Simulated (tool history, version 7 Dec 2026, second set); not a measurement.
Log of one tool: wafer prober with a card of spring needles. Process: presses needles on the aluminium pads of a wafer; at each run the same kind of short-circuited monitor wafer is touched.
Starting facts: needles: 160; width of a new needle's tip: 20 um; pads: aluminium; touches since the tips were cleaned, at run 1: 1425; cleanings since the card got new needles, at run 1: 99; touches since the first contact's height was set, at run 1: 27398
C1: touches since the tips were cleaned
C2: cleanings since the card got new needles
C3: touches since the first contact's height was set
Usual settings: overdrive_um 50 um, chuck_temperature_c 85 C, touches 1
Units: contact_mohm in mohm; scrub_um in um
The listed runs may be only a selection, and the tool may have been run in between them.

run 1 hour=0.0 | overdrive_um=50 chuck_temperature_c=85 touches=1 | C1=1425 C2=99 C3=27398 | contact_mohm=327 scrub_um=10.867
-- hour=8.2 tips cleaned on abrasive film
-- hour=19.0 tips cleaned on abrasive film
-- hour=32.5 tips cleaned on abrasive film
-- hour=46.1 tips cleaned on abrasive film
-- hour=56.9 tips cleaned on abrasive film
-- hour=70.5 tips cleaned on abrasive film
-- hour=84.0 tips cleaned on abrasive film
run 2 hour=86.8 | overdrive_um=50 chuck_temperature_c=58 touches=1 | C1=1289 C2=106 C3=67024 | contact_mohm=309 scrub_um=10.810
-- hour=94.9 tips cleaned on abrasive film
-- hour=108.4 tips cleaned on abrasive film
-- hour=116.8 height of the first contact set anew
-- hour=122.3 tips cleaned on abrasive film
-- hour=135.8 tips cleaned on abrasive film
-- hour=146.7 tips cleaned on abrasive film
-- hour=160.2 tips cleaned on abrasive film
run 3 hour=166.5 | overdrive_um=50 chuck_temperature_c=58 touches=1 | C1=2920 C2=112 C3=22708 | contact_mohm=380 scrub_um=10.735
-- hour=172.0 tips cleaned on abrasive film
-- hour=185.6 tips cleaned on abrasive film
-- hour=199.1 tips cleaned on abrasive film
-- hour=212.6 tips cleaned on abrasive film
-- hour=226.2 tips cleaned on abrasive film
run 4 hour=228.1 | overdrive_um=50 chuck_temperature_c=85 touches=1 | C1=894 C2=117 C3=50811 | contact_mohm=303 scrub_um=10.700
-- hour=238.9 tips cleaned on abrasive film
-- hour=252.5 tips cleaned on abrasive film
-- hour=266.0 tips cleaned on abrasive film
run 5 hour=274.2 | overdrive_um=50 chuck_temperature_c=85 touches=1 | C1=3772 C2=120 C3=71897 | contact_mohm=393 scrub_um=10.655
-- hour=277.0 tips cleaned on abrasive film
-- hour=290.5 tips cleaned on abrasive film
-- hour=293.5 height of the first contact set anew
-- hour=304.4 tips cleaned on abrasive film
-- hour=317.9 tips cleaned on abrasive film
-- hour=331.4 tips cleaned on abrasive film
-- hour=345.0 tips cleaned on abrasive film
-- hour=358.5 tips cleaned on abrasive film
run 6 hour=362.3 | overdrive_um=50 chuck_temperature_c=85 touches=1 | C1=1737 C2=127 C3=31420 | contact_mohm=335 scrub_um=10.859
-- hour=370.4 tips cleaned on abrasive film
-- hour=384.0 tips cleaned on abrasive film
-- hour=397.5 tips cleaned on abrasive film
run 7 hour=403.6 | overdrive_um=50 chuck_temperature_c=85 touches=1 | C1=2787 C2=130 C3=50285 | contact_mohm=375 scrub_um=10.834
-- hour=409.0 tips cleaned on abrasive film
-- hour=420.1 height of the first contact set anew, once more
-- hour=422.9 tips cleaned on abrasive film
-- hour=436.4 tips cleaned on abrasive film
run 8 hour=446.8 | overdrive_um=50 chuck_temperature_c=85 touches=1 | C1=4794 C2=133 C3=12215 | contact_mohm=416 scrub_um=10.874
-- hour=449.6 tips cleaned on abrasive film
-- hour=460.5 tips cleaned on abrasive film
-- hour=474.0 tips cleaned on abrasive film
-- hour=487.5 tips cleaned on abrasive film
-- hour=501.1 tips cleaned on abrasive film
-- hour=514.6 tips cleaned on abrasive film
-- hour=528.1 tips cleaned on abrasive film
run 9 hour=537.3 | overdrive_um=50 chuck_temperature_c=85 touches=2 | C1=4238 C2=140 C3=53555 | contact_mohm=348 scrub_um=10.824
-- hour=540.1 tips cleaned on abrasive film
-- hour=553.7 tips cleaned on abrasive film
-- hour=567.2 tips cleaned on abrasive film
-- hour=578.8 tips cleaned on abrasive film
run 10 hour=578.8 | overdrive_um=50 chuck_temperature_c=85 touches=2 | C1=0 C2=144 C3=72469 | contact_mohm=266 scrub_um=10.803
-- hour=592.4 tips cleaned on abrasive film
-- hour=595.3 height of the first contact set anew
-- hour=606.2 tips cleaned on abrasive film
-- hour=617.0 tips cleaned on abrasive film
-- hour=630.6 tips cleaned on abrasive film
run 11 hour=636.1 | overdrive_um=50 chuck_temperature_c=85 touches=1 | C1=2553 C2=148 C3=18631 | contact_mohm=361 scrub_um=10.895
-- hour=641.6 tips cleaned on abrasive film
-- hour=655.1 tips cleaned on abrasive film
-- hour=666.0 tips cleaned on abrasive film
-- hour=679.5 tips cleaned on abrasive film
run 12 hour=688.4 | overdrive_um=50 chuck_temperature_c=85 touches=1 | C1=4103 C2=152 C3=42526 | contact_mohm=401 scrub_um=10.847
-- hour=691.2 tips cleaned on abrasive film
-- hour=704.8 tips cleaned on abrasive film
-- hour=715.6 tips cleaned on abrasive film
-- hour=729.1 tips cleaned on abrasive film
-- hour=742.7 tips cleaned on abrasive film
-- hour=756.2 tips cleaned on abrasive film
run 13 hour=766.3 | overdrive_um=39 chuck_temperature_c=85 touches=1 | C1=4649 C2=158 C3=78093 | contact_mohm=501 scrub_um=8.406
-- hour=769.1 tips cleaned on abrasive film
-- hour=772.1 height of the first contact set anew
-- hour=780.2 tips cleaned on abrasive film
-- hour=793.8 tips cleaned on abrasive film
-- hour=807.3 tips cleaned on abrasive film
run 14 hour=813.3 | overdrive_um=55 chuck_temperature_c=85 touches=2 | C1=2751 C2=162 C3=18828 | contact_mohm=309 scrub_um=11.978

What does the tool deliver on the next run?
-- hour=818.7 tips cleaned on abrasive film
-- hour=832.3 tips cleaned on abrasive film
-- hour=845.8 tips cleaned on abrasive film
-- hour=859.4 tips cleaned on abrasive film
-- hour=870.2 tips cleaned on abrasive film
-- hour=883.7 tips cleaned on abrasive film
run 15 hour=887.0 | overdrive_um=63 chuck_temperature_c=59 touches=3 | C1=1488 C2=168 C3=52472 | contact_mohm=? scrub_um=?

contact_mohm: 264 mohm
scrub_um: 13.663 um
The same run, on a tool lacking any hidden state, would have yielded contact_mohm 243 mohm, scrub_um 13.741 um.
